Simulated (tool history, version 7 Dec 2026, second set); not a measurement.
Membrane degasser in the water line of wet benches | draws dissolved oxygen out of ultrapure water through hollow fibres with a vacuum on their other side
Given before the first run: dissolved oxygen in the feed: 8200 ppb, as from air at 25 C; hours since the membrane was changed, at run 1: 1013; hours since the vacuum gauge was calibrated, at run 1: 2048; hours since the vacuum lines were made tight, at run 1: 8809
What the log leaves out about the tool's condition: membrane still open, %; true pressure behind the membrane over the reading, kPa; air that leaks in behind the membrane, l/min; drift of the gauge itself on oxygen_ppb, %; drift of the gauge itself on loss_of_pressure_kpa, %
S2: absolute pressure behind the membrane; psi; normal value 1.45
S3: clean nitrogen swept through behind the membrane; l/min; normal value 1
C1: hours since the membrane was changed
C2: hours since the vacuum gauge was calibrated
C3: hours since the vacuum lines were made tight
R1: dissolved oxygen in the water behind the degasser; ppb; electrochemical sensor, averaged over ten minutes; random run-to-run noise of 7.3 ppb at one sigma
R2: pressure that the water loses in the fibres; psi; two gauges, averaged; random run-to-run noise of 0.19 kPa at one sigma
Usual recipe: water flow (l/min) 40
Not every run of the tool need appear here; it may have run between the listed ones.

Run 1, hour 0: usual settings; C1 1013; C2 2048; C3 8809. Result: R1 743.6 ppb, R2 5.475 psi.
Run 2, hour 104.6: usual settings but S2 2.54 psi; C1 1118; C2 2152; C3 8914. Result: R1 1242.6 ppb, R2 5.436 psi.
Run 3, hour 247.2: usual settings but S2 2.54 psi; C1 1260; C2 2295; C3 9056. Result: R1 1201.5 ppb, R2 5.384 psi.
Run 4, hour 314: usual settings but S2 2.54 psi; C1 1327; C2 2362; C3 9123. Result: R1 1234.8 ppb, R2 5.406 psi.
Run 5, hour 440: usual settings but S2 2.54 psi; C1 1453; C2 2488; C3 9249. Result: R1 1208.5 ppb, R2 5.387 psi.
Run 6, hour 558.2: usual settings; C1 1571; C2 2606; C3 9367. Result: R1 728.8 ppb, R2 5.427 psi.
Run 7, hour 670.2: usual settings; C1 1683; C2 2718; C3 9479. Result: R1 727 ppb, R2 5.419 psi.
Run 8, hour 813.4: usual settings; C1 1826; C2 2861; C3 9622. Result: R1 746.9 ppb, R2 5.368 psi.
Run 9, hour 887.3: usual settings but water flow (l/min) 42; C1 1900; C2 2935; C3 9696. Result: R1 774.3 ppb, R2 5.688 psi.
Run 10, hour 1021.4: usual settings but S2 0.94 psi; C1 2034; C2 3069; C3 9830. Result: R1 480.6 ppb, R2 5.406 psi.
Run 11, hour 1166.5: usual settings but S2 0.94 psi; C1 2180; C2 3214; C3 9976. Result: R1 486.8 ppb, R2 5.385 psi.
Run 12, hour 1293.4: usual settings but S2 0.94 psi; C1 2306; C2 3341; C3 10102. Result: R1 489.7 ppb, R2 5.348 psi.
Run 13, hour 1368.2: usual settings; C1 2381; C2 3416; C3 10177. Result: R1 722.5 ppb, R2 5.362 psi.
Run 14, hour 1500.1: usual settings; C1 2513; C2 3548; C3 10309. Result: R1 720.6 ppb, R2 5.343 psi.
Run 15, hour 1622.5: usual settings but water flow (l/min) 41, S3 1.67 l/min; C1 2636; C2 3670; C3 10432. Result: R1 589.8 ppb, R2 5.488 psi.
Run 16, hour 1710.5: usual settings but water flow (l/min) 57, S2 1.09 psi, S3 0.74 l/min; C1 2724; C2 3758; C3 10520. Result: R1 1086.8 ppb, R2 7.562 psi.
Run 17, hour 1843.6: usual settings but water flow (l/min) 57, S2 1.09 psi, S3 0.74 l/min; C1 2857; C2 3891; C3 10653. Result: R1 1085.2 ppb, R2 7.591 psi.
Run 18, hour 1920.5: usual settings but water flow (l/min) 26, S2 1.23 psi, S3 0.74 l/min; C1 2934; C2 3968; C3 10730. Result: R1 415.8 ppb, R2 3.452 psi.
Run 19, hour 1982.2: usual settings but water flow (l/min) 26, S2 1.23 psi, S3 0.74 l/min; C1 2995; C2 4030; C3 10791. Result: R1 417.7 ppb, R2 3.475 psi.
Run 20, hour 2047.8: usual settings but water flow (l/min) 26, S2 1.23 psi, S3 0.74 l/min; C1 3061; C2 4096; C3 10857. Result: R1 407.6 ppb, R2 3.432 psi.
At hour 2055.8: gauge calibrated.
Run 21, hour 2179.2: usual settings but water flow (l/min) 26, S3 1.29 l/min; C1 3192; C2 4227; C3 10988. Result: R1 344.9 ppb, R2 3.5 psi.
Run 22, hour 2284: usual settings but water flow (l/min) 26, S3 1.29 l/min; C1 3297; C2 4332; C3 11093. Result: R1 341.4 ppb, R2 3.524 psi.
Run 23, hour 2396.3: usual settings but water flow (l/min) 26, S3 1.29 l/min; C1 3409; C2 4444; C3 11205. Result: R1 348.7 ppb, R2 3.506 psi.
Run 24, hour 2473.7: usual settings but water flow (l/min) 26, S3 1.29 l/min; C1 3487; C2 4522; C3 11283. Result: R1 348.8 ppb, R2 3.474 psi.
Run 25, hour 2609.2: usual settings but water flow (l/min) 28, S2 1.46 psi, S3 0.75 l/min; C1 3622; C2 4657; C3 11418. Result: R1 558.8 ppb, R2 3.812 psi.
Run 26, hour 2744.3: usual settings but water flow (l/min) 28, S2 1.46 psi, S3 0.75 l/min; C1 3757; C2 4792; C3 11553. Result: R1 556.4 ppb, R2 3.793 psi.
Run 27, hour 2881.9: usual settings but water flow (l/min) 28, S2 1.46 psi, S3 0.75 l/min; C1 3895; C2 4930; C3 11691. Result: R1 560.7 ppb, R2 3.781 psi.
Run 28, hour 3022.9: usual settings but water flow (l/min) 28, S2 1.46 psi, S3 0.89 l/min; C1 4036; C2 5071; C3 11832. Result: R1 501.3 ppb, R2 3.78 psi.

3 options for the next run, each taken on its own from the tool as it stands now. Forecast them:
Run A, hour 3134.5: usual settings but water flow (l/min) 42, S2 2.23 psi, S3 1.08 l/min; C1 4148; C2 5182; C3 11943. Result: R1 ?, R2 ?.
Run B, hour 3134.5: usual settings but water flow (l/min) 61, S3 1.4 l/min; C1 4148; C2 5182; C3 11943. Result: R1 ?, R2 ?.
Run C, hour 3134.5: usual settings but water flow (l/min) 36, S2 1.46 psi, S3 0.89 l/min; C1 4148; C2 5182; C3 11943. Result: R1 ?, R2 ?.

run      R1     R2
  A  1092.8  5.691
  B  1156.8   8.27
  C   680.2  4.895
Without the tool's unlogged condition, the same runs would have read:
run      R1     R2
  A  1092.3  5.765
  B  1156.1  8.377
  C   679.7  4.959
